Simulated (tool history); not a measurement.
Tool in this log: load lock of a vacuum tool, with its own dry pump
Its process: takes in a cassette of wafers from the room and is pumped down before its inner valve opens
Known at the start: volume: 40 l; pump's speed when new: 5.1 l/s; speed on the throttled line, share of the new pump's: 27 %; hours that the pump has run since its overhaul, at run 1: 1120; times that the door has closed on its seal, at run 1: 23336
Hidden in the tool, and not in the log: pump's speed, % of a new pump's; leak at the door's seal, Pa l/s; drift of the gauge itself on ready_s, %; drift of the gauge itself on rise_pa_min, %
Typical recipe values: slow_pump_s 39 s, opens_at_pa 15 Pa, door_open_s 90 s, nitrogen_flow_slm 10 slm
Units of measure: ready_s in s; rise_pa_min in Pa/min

run,hour,slow_pump_s,opens_at_pa,door_open_s,nitrogen_flow_slm,hours that the pump has run since its overhaul,times that the door has closed on its seal,"incoming humidity of the room's air, %",ready_s,rise_pa_min
1,0.0,39,15,90,10,1120,23336,44.7,98.8,0.283
2,105.7,46,15,90,10,1226,23719,45.5,103.6,0.292
3,170.8,39,15,90,10,1291,23955,46.3,98.9,0.300
4,267.6,39,15,90,10,1388,24306,47.0,99.5,0.291
5,358.8,39,15,90,10,1479,24637,44.0,98.0,0.302
6,465.2,39,15,47,10,1585,25023,43.6,100.1,0.290
7,523.0,39,15,90,10,1643,25233,50.6,99.4,0.314
8,601.4,39,15,90,36,1722,25517,47.6,98.4,0.303
9,709.8,39,15,90,36,1830,25910,47.9,99.1,0.309
10,769.5,39,15,90,36,1890,26127,42.7,99.6,0.313
11,840.0,39,15,26,36,1960,26382,44.4,98.5,0.313
12,894.7,39,15,77,10,2015,26581,44.1,99.4,0.339
13,987.6,39,15,77,10,2108,26917,42.6,98.6,0.341
14,1089.6,39,15,77,10,2210,27287,45.1,98.7,0.346
15,1157.9,39,15,77,10,2278,27535,47.0,100.2,0.357
16,1230.5,39,15,77,10,2351,27798,42.0,100.4,0.359
17,1324.8,39,15,77,10,2445,28141,48.1,99.8,0.362
18,1429.4,39,15,165,10,2550,28520,44.1,99.8,0.390
19,1523.3,28,15,33,10,2643,28860,43.3,91.8,0.367
20,1620.1,39,15,48,32,2740,29211,44.5,99.2,0.366
21,1673.5,39,15,48,32,2794,29405,43.0,99.1,0.358
22,1760.5,39,15,48,6,2881,29721,44.5,100.1,0.391
23,1826.2,39,15,48,36,2946,29959,47.1,100.1,0.381
24,1936.9,39,15,56,36,3057,30360,44.8,99.4,0.388
25,2029.1,29,15,76,10,3149,30695,47.4,92.1,0.414
26,2137.5,43,22,31,10,3258,31088,43.7,99.7,0.397
27,2196.9,43,19,31,10,3317,31303,45.7,100.3,0.417
28,2279.8,43,19,31,10,3400,31604,44.3,100.1,0.402
29,2361.9,36,15,44,10,3482,31902,43.8,96.8,0.416
30,2455.8,36,15,80,10,3576,32242,44.3,97.6,0.440
31,2510.8,41,15,152,29,3631,32442,46.4,101.5,0.449
32,2594.4,39,15,216,18,3715,32745,45.0,98.8,0.481
33,2693.8,39,15,216,18,3814,33105,44.2,98.8,0.479
34,2786.7,45,15,230,17,3907,33442,43.2,103.6,0.493
35,2833.2,45,15,230,17,3953,33611,46.6,103.8,0.507
36,2892.6,26,22,230,13,4013,33826,46.0,86.7,0.518

Below are 5 alternative next runs, each starting from the tool's condition after run 36. Predict each:
A,2984.2,21,22,69,13,4104,34158,42.7,?,?
B,2984.2,39,15,93,10,4104,34158,44.1,?,?
C,2984.2,39,14,90,6,4104,34158,48.5,?,?
D,2984.2,39,11,62,14,4104,34158,42.3,?,?
E,2984.2,39,16,90,10,4104,34158,42.0,?,?

run,ready_s,rise_pa_min
A,83.6,0.473
B,99.9,0.487
C,100.7,0.506
D,102.1,0.482
E,99.8,0.496
Take away the tool's hidden state, keep each run's random variation, and the runs would have read:
run,ready_s,rise_pa_min
A,81.6,0.028
B,98.0,0.037
C,98.7,0.051
D,100.0,0.026
E,97.7,0.038
